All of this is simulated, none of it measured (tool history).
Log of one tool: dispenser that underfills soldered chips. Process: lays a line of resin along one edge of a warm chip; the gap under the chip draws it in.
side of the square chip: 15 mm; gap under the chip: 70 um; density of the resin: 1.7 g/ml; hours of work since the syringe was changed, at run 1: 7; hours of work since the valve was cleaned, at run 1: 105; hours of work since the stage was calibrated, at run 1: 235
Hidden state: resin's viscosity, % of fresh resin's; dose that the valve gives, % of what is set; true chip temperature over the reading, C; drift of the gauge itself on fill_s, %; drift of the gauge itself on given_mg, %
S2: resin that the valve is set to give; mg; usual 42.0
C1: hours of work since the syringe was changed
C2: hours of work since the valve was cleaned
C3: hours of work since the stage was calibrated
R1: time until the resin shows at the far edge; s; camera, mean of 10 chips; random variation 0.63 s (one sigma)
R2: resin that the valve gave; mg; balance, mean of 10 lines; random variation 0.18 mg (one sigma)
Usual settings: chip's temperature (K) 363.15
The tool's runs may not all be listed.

run 1 hour=0.0 | chip's_temperature_(K)=363.15 S2=42.0 | C1=7 C2=105 C3=235 | R1=83.4 R2=38.87
-- hour=3.8 new syringe of resin
-- hour=4.8 dispensing valve cleaned and set on the balance
run 2 hour=12.4 | chip's_temperature_(K)=363.15 S2=42.0 | C1=6 C2=6 C3=243 | R1=75.4 R2=41.85
-- hour=18.0 new syringe of resin
run 3 hour=26.6 | chip's_temperature_(K)=363.15 S2=42.0 | C1=7 C2=16 C3=253 | R1=79.7 R2=41.89
-- hour=30.8 new syringe of resin
run 4 hour=37.9 | chip's_temperature_(K)=363.15 S2=42.0 | C1=5 C2=25 C3=262 | R1=74.6 R2=41.45
-- hour=43.6 new syringe of resin
run 5 hour=45.7 | chip's_temperature_(K)=363.15 S2=42.0 | C1=2 C2=30 C3=267 | R1=56.7 R2=41.25
run 6 hour=54.1 | chip's_temperature_(K)=363.15 S2=42.0 | C1=8 C2=37 C3=274 | R1=86.2 R2=40.92
-- hour=56.1 new syringe of resin
-- hour=68.3 new syringe of resin
run 7 hour=69.1 | chip's_temperature_(K)=363.15 S2=51.1 | C1=1 C2=47 C3=285 | R1=52.9 R2=49.32
run 8 hour=78.7 | chip's_temperature_(K)=363.15 S2=51.1 | C1=8 C2=55 C3=292 | R1=85.1 R2=48.96
-- hour=81.3 new syringe of resin
run 9 hour=85.7 | chip's_temperature_(K)=363.15 S2=42.0 | C1=3 C2=60 C3=297 | R1=64.9 R2=40.13
-- hour=93.8 new syringe of resin
run 10 hour=94.5 | chip's_temperature_(K)=363.15 S2=42.0 | C1=1 C2=66 C3=303 | R1=53.0 R2=39.90
run 11 hour=104.7 | chip's_temperature_(K)=363.15 S2=42.0 | C1=8 C2=74 C3=311 | R1=89.3 R2=40.10
-- hour=106.0 new syringe of resin
run 12 hour=117.2 | chip's_temperature_(K)=363.15 S2=42.0 | C1=8 C2=83 C3=320 | R1=92.1 R2=39.43
-- hour=118.4 new syringe of resin
run 13 hour=125.1 | chip's_temperature_(K)=369.15 S2=42.0 | C1=5 C2=89 C3=326 | R1=54.7 R2=39.41
-- hour=131.0 new syringe of resin
run 14 hour=133.3 | chip's_temperature_(K)=369.15 S2=36.8 | C1=2 C2=95 C3=332 | R1=46.0 R2=34.52
run 15 hour=141.9 | chip's_temperature_(K)=369.15 S2=36.8 | C1=8 C2=101 C3=338 | R1=70.6 R2=33.92
-- hour=144.1 new syringe of resin
run 16 hour=149.8 | chip's_temperature_(K)=369.15 S2=36.8 | C1=4 C2=107 C3=344 | R1=53.6 R2=33.85
-- hour=151.9 dispensing valve cleaned and set on the balance
-- hour=157.7 new syringe of resin
run 17 hour=164.9 | chip's_temperature_(K)=363.15 S2=42.0 | C1=5 C2=10 C3=355 | R1=73.3 R2=41.54
-- hour=170.9 new syringe of resin
run 18 hour=171.7 | chip's_temperature_(K)=363.15 S2=42.0 | C1=1 C2=14 C3=360 | R1=53.4 R2=41.49
run 19 hour=180.6 | chip's_temperature_(K)=363.15 S2=42.0 | C1=7 C2=21 C3=366 | R1=83.6 R2=41.52
-- hour=183.3 new syringe of resin
run 20 hour=192.5 | chip's_temperature_(K)=375.15 S2=48.1 | C1=7 C2=30 C3=375 | R1=46.9 R2=46.93
-- hour=195.5 new syringe of resin
run 21 hour=206.3 | chip's_temperature_(K)=357.15 S2=42.0 | C1=8 C2=40 C3=385 | R1=114.8 R2=40.88
-- hour=208.2 new syringe of resin
run 22 hour=214.8 | chip's_temperature_(K)=371.15 S2=42.9 | C1=5 C2=46 C3=391 | R1=49.6 R2=41.43
-- hour=220.8 new syringe of resin
run 23 hour=224.5 | chip's_temperature_(K)=363.15 S2=43.5 | C1=3 C2=53 C3=399 | R1=59.5 R2=41.74
-- hour=233.3 new syringe of resin
run 24 hour=235.2 | chip's_temperature_(K)=371.15 S2=40.2 | C1=1 C2=61 C3=406 | R1=38.2 R2=38.41
run 25 hour=243.4 | chip's_temperature_(K)=371.15 S2=36.1 | C1=8 C2=68 C3=413 | R1=58.1 R2=34.27
-- hour=245.9 new syringe of resin
run 26 hour=253.2 | chip's_temperature_(K)=377.15 S2=36.3 | C1=6 C2=75 C3=420 | R1=40.4 R2=34.07
-- hour=258.1 new syringe of resin
run 27 hour=263.5 | chip's_temperature_(K)=366.15 S2=37.6 | C1=4 C2=82 C3=427 | R1=56.5 R2=35.20
-- hour=271.2 new syringe of resin
run 28 hour=272.4 | chip's_temperature_(K)=365.15 S2=39.2 | C1=1 C2=89 C3=434 | R1=48.9 R2=36.48
-- hour=283.8 new syringe of resin
run 29 hour=285.4 | chip's_temperature_(K)=365.15 S2=39.2 | C1=1 C2=98 C3=443 | R1=49.7 R2=36.33
-- hour=296.6 new syringe of resin
-- hour=298.6 dispensing valve cleaned and set on the balance
run 30 hour=299.0 | chip's_temperature_(K)=354.15 S2=43.1 | C1=1 C2=0 C3=453 | R1=80.9 R2=42.86
-- hour=309.9 new syringe of resin
run 31 hour=310.0 | chip's_temperature_(K)=354.15 S2=43.1 | C1=0 C2=8 C3=461 | R1=76.1 R2=42.42
run 32 hour=317.0 | chip's_temperature_(K)=364.15 S2=38.8 | C1=5 C2=14 C3=466 | R1=68.7 R2=37.94
-- hour=322.9 new syringe of resin
run 33 hour=328.7 | chip's_temperature_(K)=356.15 S2=42.5 | C1=4 C2=22 C3=475 | R1=92.0 R2=41.58
-- hour=335.4 new syringe of resin
run 34 hour=337.1 | chip's_temperature_(K)=374.15 S2=38.4 | C1=1 C2=28 C3=481 | R1=33.0 R2=37.38

5 ways to go on from here, each from the tool as it stands after run 34. What would each give?
run A hour=344.2 | chip's_temperature_(K)=353.15 S2=48.2 | C1=7 C2=34 C3=486 | R1=? R2=?
run B hour=344.2 | chip's_temperature_(K)=361.15 S2=50.0 | C1=7 C2=34 C3=486 | R1=? R2=?
run C hour=344.2 | chip's_temperature_(K)=368.15 S2=42.7 | C1=7 C2=34 C3=486 | R1=? R2=?
run D hour=344.2 | chip's_temperature_(K)=377.15 S2=45.2 | C1=7 C2=34 C3=486 | R1=? R2=?
run E hour=344.2 | chip's_temperature_(K)=370.15 S2=38.4 | C1=7 C2=34 C3=486 | R1=? R2=?

run=A R1=122.0 R2=46.87
run=B R1=83.4 R2=48.99
run=C R1=59.7 R2=41.44
run=D R1=39.3 R2=43.69
run=E R1=55.7 R2=37.49
Without the tool's hidden state the same runs would have given:
run=A R1=90.4 R2=48.28
run=B R1=61.3 R2=50.46
run=C R1=43.7 R2=42.69
run=D R1=28.5 R2=45.01
run=E R1=40.4 R2=38.62
